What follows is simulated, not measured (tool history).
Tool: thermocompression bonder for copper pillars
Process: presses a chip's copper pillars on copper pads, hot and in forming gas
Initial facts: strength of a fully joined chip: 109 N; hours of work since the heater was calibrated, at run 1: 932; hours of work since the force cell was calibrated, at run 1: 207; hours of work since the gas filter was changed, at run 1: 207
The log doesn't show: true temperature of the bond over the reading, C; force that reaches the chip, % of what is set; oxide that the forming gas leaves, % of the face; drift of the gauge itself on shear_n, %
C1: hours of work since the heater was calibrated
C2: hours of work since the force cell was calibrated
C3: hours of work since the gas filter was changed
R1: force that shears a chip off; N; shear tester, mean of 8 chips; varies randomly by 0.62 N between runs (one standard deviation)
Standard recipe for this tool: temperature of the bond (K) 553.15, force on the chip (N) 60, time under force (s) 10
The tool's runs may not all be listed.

{"run": 1, "hour": 0.0, "temperature of the bond (K)": 553.15, "force on the chip (N)": 60, "time under force (s)": 10, "C1": 932, "C2": 207, "C3": 207, "R1": 48.7}
{"run": 2, "hour": 30.4, "temperature of the bond (K)": 553.15, "force on the chip (N)": 54, "time under force (s)": 10, "C1": 956, "C2": 231, "C3": 231, "R1": 48}
{"run": 3, "hour": 51.3, "temperature of the bond (K)": 553.15, "force on the chip (N)": 54, "time under force (s)": 10, "C1": 973, "C2": 248, "C3": 248, "R1": 47.3}
{"run": 4, "hour": 75.3, "temperature of the bond (K)": 553.15, "force on the chip (N)": 79, "time under force (s)": 10, "C1": 991, "C2": 267, "C3": 267, "R1": 56.1}
{"run": 5, "hour": 88.9, "temperature of the bond (K)": 550.15, "force on the chip (N)": 60, "time under force (s)": 10, "C1": 1002, "C2": 277, "C3": 277, "R1": 47.6}
{"run": 6, "hour": 115.9, "temperature of the bond (K)": 550.15, "force on the chip (N)": 60, "time under force (s)": 10, "C1": 1023, "C2": 299, "C3": 299, "R1": 47.6}
{"run": 7, "hour": 137.1, "temperature of the bond (K)": 550.15, "force on the chip (N)": 60, "time under force (s)": 10, "C1": 1040, "C2": 315, "C3": 315, "R1": 47.4}
{"run": 8, "hour": 150.3, "temperature of the bond (K)": 550.15, "force on the chip (N)": 60, "time under force (s)": 10, "C1": 1051, "C2": 326, "C3": 326, "R1": 45.9}
{"hour": 160.9, "done": "heater calibrated with a thermocouple chip"}
{"run": 9, "hour": 166.8, "temperature of the bond (K)": 550.15, "force on the chip (N)": 60, "time under force (s)": 10, "C1": 5, "C2": 337, "C3": 337, "R1": 50.5}
{"hour": 177.9, "done": "forming gas filter changed"}
{"run": 10, "hour": 193.7, "temperature of the bond (K)": 550.15, "force on the chip (N)": 60, "time under force (s)": 10, "C1": 25, "C2": 358, "C3": 12, "R1": 52.9}
{"run": 11, "hour": 215.1, "temperature of the bond (K)": 550.15, "force on the chip (N)": 60, "time under force (s)": 10, "C1": 42, "C2": 375, "C3": 29, "R1": 53.7}
{"run": 12, "hour": 242.0, "temperature of the bond (K)": 550.15, "force on the chip (N)": 60, "time under force (s)": 10, "C1": 63, "C2": 396, "C3": 50, "R1": 52.6}
{"run": 13, "hour": 258.8, "temperature of the bond (K)": 550.15, "force on the chip (N)": 60, "time under force (s)": 10, "C1": 77, "C2": 409, "C3": 64, "R1": 51.5}
{"run": 14, "hour": 279.3, "temperature of the bond (K)": 579.15, "force on the chip (N)": 60, "time under force (s)": 6, "C1": 93, "C2": 425, "C3": 80, "R1": 58.3}
{"run": 15, "hour": 300.0, "temperature of the bond (K)": 555.15, "force on the chip (N)": 86, "time under force (s)": 18, "C1": 109, "C2": 442, "C3": 96, "R1": 75.3}
{"run": 16, "hour": 331.5, "temperature of the bond (K)": 555.15, "force on the chip (N)": 76, "time under force (s)": 24, "C1": 134, "C2": 466, "C3": 121, "R1": 76.8}
{"run": 17, "hour": 349.6, "temperature of the bond (K)": 553.15, "force on the chip (N)": 70, "time under force (s)": 22, "C1": 148, "C2": 481, "C3": 135, "R1": 72.7}
{"run": 18, "hour": 376.9, "temperature of the bond (K)": 553.15, "force on the chip (N)": 70, "time under force (s)": 22, "C1": 170, "C2": 502, "C3": 157, "R1": 72.9}
{"run": 19, "hour": 399.0, "temperature of the bond (K)": 553.15, "force on the chip (N)": 70, "time under force (s)": 22, "C1": 187, "C2": 520, "C3": 174, "R1": 73.2}

Alternative continuations, all from the tool just after run 19; predict every row:
{"run": "A", "hour": 416.9, "temperature of the bond (K)": 553.15, "force on the chip (N)": 44, "time under force (s)": 10, "C1": 201, "C2": 534, "C3": 188, "R1": "?"}
{"run": "B", "hour": 416.9, "temperature of the bond (K)": 548.15, "force on the chip (N)": 64, "time under force (s)": 10, "C1": 201, "C2": 534, "C3": 188, "R1": "?"}
{"run": "C", "hour": 416.9, "temperature of the bond (K)": 553.15, "force on the chip (N)": 55, "time under force (s)": 12, "C1": 201, "C2": 534, "C3": 188, "R1": "?"}
{"run": "D", "hour": 416.9, "temperature of the bond (K)": 553.15, "force on the chip (N)": 60, "time under force (s)": 11, "C1": 201, "C2": 534, "C3": 188, "R1": "?"}

run=A R1=46.3
run=B R1=52.3
run=C R1=53.9
run=D R1=55.5
Without the tool's hidden state the same runs would have given:
run=A R1=46.9
run=B R1=53.1
run=C R1=54.7
run=D R1=56.2
